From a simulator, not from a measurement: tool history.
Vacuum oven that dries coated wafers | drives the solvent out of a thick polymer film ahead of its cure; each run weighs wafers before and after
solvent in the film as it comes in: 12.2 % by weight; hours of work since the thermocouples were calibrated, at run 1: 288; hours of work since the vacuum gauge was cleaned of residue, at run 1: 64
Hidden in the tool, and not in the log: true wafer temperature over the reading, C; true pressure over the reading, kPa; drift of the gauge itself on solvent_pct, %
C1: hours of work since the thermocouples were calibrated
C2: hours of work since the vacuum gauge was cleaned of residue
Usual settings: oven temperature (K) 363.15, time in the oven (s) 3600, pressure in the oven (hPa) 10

Run 1, hour 0: usual settings; C1 288; C2 64. Result: solvent left in the film (%) 0.8.
Run 2, hour 15.6: usual settings; C1 296; C2 72. Result: solvent left in the film (%) 0.83.
Run 3, hour 49.8: usual settings; C1 314; C2 90. Result: solvent left in the film (%) 1.01.
Run 4, hour 76: usual settings; C1 328; C2 104. Result: solvent left in the film (%) 0.96.
Run 5, hour 100.4: usual settings; C1 341; C2 116. Result: solvent left in the film (%) 1.01.
Run 6, hour 134.9: usual settings; C1 359; C2 135. Result: solvent left in the film (%) 1.13.
Run 7, hour 164.7: usual settings but oven temperature (K) 374.15; C1 375; C2 150. Result: solvent left in the film (%) 0.39.
Run 8, hour 195.4: usual settings; C1 391; C2 166. Result: solvent left in the film (%) 0.97.
Run 9, hour 228.6: usual settings; C1 409; C2 184. Result: solvent left in the film (%) 0.95.
Run 10, hour 256.3: usual settings; C1 423; C2 199. Result: solvent left in the film (%) 0.96.
Run 11, hour 293.1: usual settings but pressure in the oven (hPa) 20.3; C1 443; C2 218. Result: solvent left in the film (%) 1.55.
Run 12, hour 324.7: usual settings; C1 459; C2 235. Result: solvent left in the film (%) 0.97.
Run 13, hour 352.5: usual settings; C1 474; C2 249. Result: solvent left in the film (%) 0.9.
Run 14, hour 371.6: usual settings; C1 484; C2 259. Result: solvent left in the film (%) 0.96.
Run 15, hour 398.5: usual settings but oven temperature (K) 361.15; C1 498; C2 273. Result: solvent left in the film (%) 1.27.
Run 16, hour 429.7: usual settings but oven temperature (K) 361.15; C1 514; C2 290. Result: solvent left in the film (%) 1.22.
Run 17, hour 446.7: usual settings but oven temperature (K) 361.15; C1 523; C2 299. Result: solvent left in the film (%) 1.22.
Run 18, hour 471.4: usual settings but oven temperature (K) 361.15; C1 536; C2 312. Result: solvent left in the film (%) 1.27.
Run 19, hour 500.4: usual settings but oven temperature (K) 361.15; C1 552; C2 327. Result: solvent left in the film (%) 1.14.
Run 20, hour 518.6: usual settings but pressure in the oven (hPa) 14.2; C1 561; C2 337. Result: solvent left in the film (%) 1.24.
Run 21, hour 535.6: usual settings but oven temperature (K) 356.15, pressure in the oven (hPa) 5.8; C1 570; C2 346. Result: solvent left in the film (%) 1.75.
Run 22, hour 562.3: usual settings but oven temperature (K) 350.15, time in the oven (s) 3780, pressure in the oven (hPa) 5.2; C1 584; C2 360. Result: solvent left in the film (%) 3.
Run 23, hour 595.3: usual settings but oven temperature (K) 350.15, time in the oven (s) 3780, pressure in the oven (hPa) 5.2; C1 602; C2 377. Result: solvent left in the film (%) 3.
Run 24, hour 631.3: usual settings but pressure in the oven (hPa) 6.4; C1 621; C2 396. Result: solvent left in the film (%) 0.79.
At hour 635.1: vacuum gauge cleaned of residue and calibrated.
Run 25, hour 651.4: usual settings but oven temperature (K) 352.15, time in the oven (s) 3420, pressure in the oven (hPa) 18.8; C1 630; C2 9. Result: solvent left in the film (%) 3.88.
Run 26, hour 686.2: usual settings but oven temperature (K) 352.15, time in the oven (s) 1860, pressure in the oven (hPa) 6.6; C1 649; C2 27. Result: solvent left in the film (%) 5.09.
Run 27, hour 712.6: usual settings but oven temperature (K) 352.15, time in the oven (s) 6240, pressure in the oven (hPa) 6.6; C1 663; C2 41. Result: solvent left in the film (%) 1.44.
Run 28, hour 745.9: usual settings but oven temperature (K) 352.15, time in the oven (s) 6240, pressure in the oven (hPa) 6.6; C1 680; C2 58. Result: solvent left in the film (%) 1.45.
Run 29, hour 774.1: usual settings but oven temperature (K) 376.15, pressure in the oven (hPa) 6.6; C1 695; C2 73. Result: solvent left in the film (%) 0.35.
At hour 791.7: vacuum gauge cleaned of residue and calibrated, once more.
Run 30, hour 797.9: usual settings but oven temperature (K) 356.15, time in the oven (s) 4260, pressure in the oven (hPa) 9.1; C1 707; C2 3. Result: solvent left in the film (%) 1.63.
Run 31, hour 826.8: usual settings but oven temperature (K) 356.15, time in the oven (s) 5520, pressure in the oven (hPa) 9.1; C1 722; C2 19. Result: solvent left in the film (%) 1.18.
Run 32, hour 864.6: usual settings but oven temperature (K) 352.15, time in the oven (s) 5340, pressure in the oven (hPa) 5.5; C1 742; C2 38. Result: solvent left in the film (%) 1.56.
Run 33, hour 900.1: usual settings but time in the oven (s) 3840; C1 761; C2 57. Result: solvent left in the film (%) 0.96.
Run 34, hour 928.6: usual settings but oven temperature (K) 372.15, time in the oven (s) 4020, pressure in the oven (hPa) 6.9; C1 775; C2 72. Result: solvent left in the film (%) 0.32.
Run 35, hour 952.5: usual settings but oven temperature (K) 372.15, time in the oven (s) 3240, pressure in the oven (hPa) 6.9; C1 788; C2 85. Result: solvent left in the film (%) 0.34.
Run 36, hour 991.1: usual settings but oven temperature (K) 375.15, time in the oven (s) 1860, pressure in the oven (hPa) 17.7; C1 808; C2 105. Result: solvent left in the film (%) 0.91.
Run 37, hour 1026.9: usual settings but oven temperature (K) 375.15, time in the oven (s) 6240, pressure in the oven (hPa) 17.7; C1 827; C2 124. Result: solvent left in the film (%) 0.73.
Run 38, hour 1063.3: usual settings but oven temperature (K) 375.15, time in the oven (s) 6240, pressure in the oven (hPa) 13.4; C1 846; C2 143. Result: solvent left in the film (%) 0.52.
Run 39, hour 1090: usual settings but oven temperature (K) 375.15, time in the oven (s) 6240, pressure in the oven (hPa) 13.4; C1 860; C2 157. Result: solvent left in the film (%) 0.6.

Measured less the same run without the tool's hidden state. The same run-to-run variation is in both; the gauge's scatter may not be:
run  solvent left in the film (%)
  1                            +0
  2                         +0.01
  3                         +0.01
  4                         +0.01
  5                         +0.02
  6                         +0.03
  7                         +0.02
  8                         +0.03
  9                         +0.04
 10                         +0.04
 11                         +0.05
 12                         +0.05
 13                         +0.05
 14                         +0.06
 15                         +0.08
 16                         +0.08
 17                         +0.08
 18                         +0.09
 19                         +0.09
 20                         +0.09
 21                         +0.12
 22                         +0.16
 23                         +0.17
 24                          +0.1
 25                         +0.19
 26                         +0.18
 27                         +0.19
 28                          +0.2
 29                         +0.07
 30                         +0.08
 31                         +0.06
 32                          +0.1
 33                         +0.06
 34                         +0.02
 35                         +0.03
 36                         +0.06
 37                         +0.03
 38                         +0.04
 39                         +0.03
